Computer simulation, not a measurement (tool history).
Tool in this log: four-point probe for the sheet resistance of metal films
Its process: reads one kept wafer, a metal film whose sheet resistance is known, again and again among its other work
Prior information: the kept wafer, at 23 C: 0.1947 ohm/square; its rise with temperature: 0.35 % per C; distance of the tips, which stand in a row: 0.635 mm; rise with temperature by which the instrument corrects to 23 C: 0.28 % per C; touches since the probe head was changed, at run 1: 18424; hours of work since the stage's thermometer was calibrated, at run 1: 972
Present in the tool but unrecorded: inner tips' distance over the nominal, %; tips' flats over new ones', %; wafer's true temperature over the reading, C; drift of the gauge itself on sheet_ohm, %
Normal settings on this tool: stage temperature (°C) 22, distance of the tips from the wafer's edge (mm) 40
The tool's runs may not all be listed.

run,hour,stage temperature (°C),distance of the tips from the wafer's edge (mm),touches since the probe head was changed,hours of work since the stage's thermometer was calibrated,sheet resistance as the instrument gives it (ohm/square)
1,0,22,40,18424,972,0.195711
2,25.7,22,40,18851,988,0.195709
3,56.5,25,40,19362,1008,0.196185
4,84.6,26,40,19829,1026,0.196363
5,122.6,26,40,20458,1050,0.196331
6,141,25,40,20764,1062,0.196179
7,184,25,20,21478,1090,0.196278
8,215.9,22,40,22007,1110,0.195734
9,234,31,40,22307,1122,0.197038
10,273.2,31,40,22958,1147,0.197006
11,291.9,22,22,23267,1159,0.195912
12,331.8,22,40,23930,1184,0.195702
13,369.1,22,40,24549,1208,0.195858
14,401.3,18,17,25083,1229,0.195336
15,430.2,26,28,25564,1247,0.196419
16,449.3,26,28,25880,1260,0.196387
17,488.2,26,28,26526,1284,0.196368
18,517,26,28,27004,1303,0.196398
19,559,27,40,27700,1330,0.196559
20,579.2,24,67,28036,1343,0.196079
21,616.6,24,67,28656,1367,0.196198
22,657.2,32,5,29330,1393,0.198969
23,686.2,32,5,29812,1411,0.19895
24,714.5,22,9,30281,1429,0.196342
25,749.7,30,33,30865,1452,0.196998
26,773.6,19,6,31262,1467,0.19662

What if the next run were any one of these 4? Each begins from the tool's condition after run 26:
A,807.1,19,7,31818,1489,?
B,807.1,21,21,31818,1489,?
C,807.1,19,21,31818,1489,?
D,807.1,22,22,31818,1489,?

run,sheet resistance as the instrument gives it (ohm/square)
A,0.196331
B,0.195834
C,0.195561
D,0.196008
What these runs would have given with no unlogged condition in the tool:
run,sheet resistance as the instrument gives it (ohm/square)
A,0.195005
B,0.194509
C,0.19424
D,0.194682
